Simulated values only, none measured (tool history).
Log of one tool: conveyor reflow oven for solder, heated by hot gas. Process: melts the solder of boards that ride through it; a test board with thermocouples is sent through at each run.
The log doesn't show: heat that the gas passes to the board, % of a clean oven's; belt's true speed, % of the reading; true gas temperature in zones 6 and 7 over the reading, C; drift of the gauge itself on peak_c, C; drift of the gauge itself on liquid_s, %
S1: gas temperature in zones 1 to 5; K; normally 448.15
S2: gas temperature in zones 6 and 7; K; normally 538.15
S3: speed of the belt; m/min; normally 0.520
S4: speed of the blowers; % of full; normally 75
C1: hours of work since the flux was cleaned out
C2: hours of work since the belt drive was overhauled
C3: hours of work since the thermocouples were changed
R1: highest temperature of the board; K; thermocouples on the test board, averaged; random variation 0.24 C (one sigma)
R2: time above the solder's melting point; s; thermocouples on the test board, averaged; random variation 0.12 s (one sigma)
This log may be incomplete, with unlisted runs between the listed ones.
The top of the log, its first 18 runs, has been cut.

run 19 hour=118.6 | S1=448.15 S2=553.15 S3=0.503 S4=85 | C1=18 C2=114 C3=387 | R1=544.55 R2=75.7
run 20 hour=123.7 | S1=434.15 S2=544.15 S3=0.481 S4=87 | C1=22 C2=118 C3=391 | R1=535.75 R2=71.5
run 21 hour=127.4 | S1=448.15 S2=538.15 S3=0.520 S4=86 | C1=25 C2=121 C3=393 | R1=529.35 R2=66.5
run 22 hour=132.6 | S1=448.15 S2=548.15 S3=0.520 S4=86 | C1=29 C2=125 C3=398 | R1=538.75 R2=71.0
run 23 hour=138.9 | S1=448.15 S2=548.15 S3=0.520 S4=86 | C1=34 C2=130 C3=403 | R1=539.05 R2=71.0
run 24 hour=143.3 | S1=443.15 S2=540.15 S3=0.473 S4=58 | C1=38 C2=134 C3=406 | R1=529.45 R2=70.5
run 25 hour=151.0 | S1=452.15 S2=538.15 S3=0.520 S4=75 | C1=44 C2=140 C3=412 | R1=528.45 R2=66.9
run 26 hour=157.0 | S1=452.15 S2=532.15 S3=0.520 S4=74 | C1=48 C2=144 C3=417 | R1=523.05 R2=63.6
run 27 hour=166.1 | S1=452.15 S2=532.15 S3=0.520 S4=74 | C1=56 C2=152 C3=424 | R1=522.55 R2=63.4
run 28 hour=172.9 | S1=452.15 S2=532.15 S3=0.520 S4=74 | C1=61 C2=157 C3=430 | R1=522.35 R2=63.4
run 29 hour=179.7 | S1=448.15 S2=540.15 S3=0.429 S4=51 | C1=66 C2=162 C3=435 | R1=530.95 R2=81.2
run 30 hour=185.8 | S1=462.15 S2=533.15 S3=0.426 S4=54 | C1=71 C2=167 C3=440 | R1=525.45 R2=85.5
run 31 hour=190.9 | S1=462.15 S2=533.15 S3=0.426 S4=54 | C1=75 C2=171 C3=444 | R1=525.65 R2=85.5

Branching from run 31: 4 alternative next runs. What would each branch give?
run A hour=196.0 | S1=440.15 S2=549.15 S3=0.426 S4=54 | C1=79 C2=175 C3=448 | R1=? R2=?
run B hour=196.0 | S1=448.15 S2=546.15 S3=0.520 S4=75 | C1=79 C2=175 C3=448 | R1=? R2=?
run C hour=196.0 | S1=448.15 S2=534.15 S3=0.423 S4=75 | C1=79 C2=175 C3=448 | R1=? R2=?
run D hour=196.0 | S1=434.15 S2=538.15 S3=0.589 S4=75 | C1=79 C2=175 C3=448 | R1=? R2=?

run=A R1=538.85 R2=84.2
run=B R1=535.65 R2=69.4
run=C R1=527.65 R2=82.1
run=D R1=523.15 R2=49.1
Had the tool no hidden state, the same runs would have come out as:
run=A R1=540.65 R2=85.2
run=B R1=537.55 R2=70.3
run=C R1=529.45 R2=83.2
run=D R1=525.15 R2=50.4

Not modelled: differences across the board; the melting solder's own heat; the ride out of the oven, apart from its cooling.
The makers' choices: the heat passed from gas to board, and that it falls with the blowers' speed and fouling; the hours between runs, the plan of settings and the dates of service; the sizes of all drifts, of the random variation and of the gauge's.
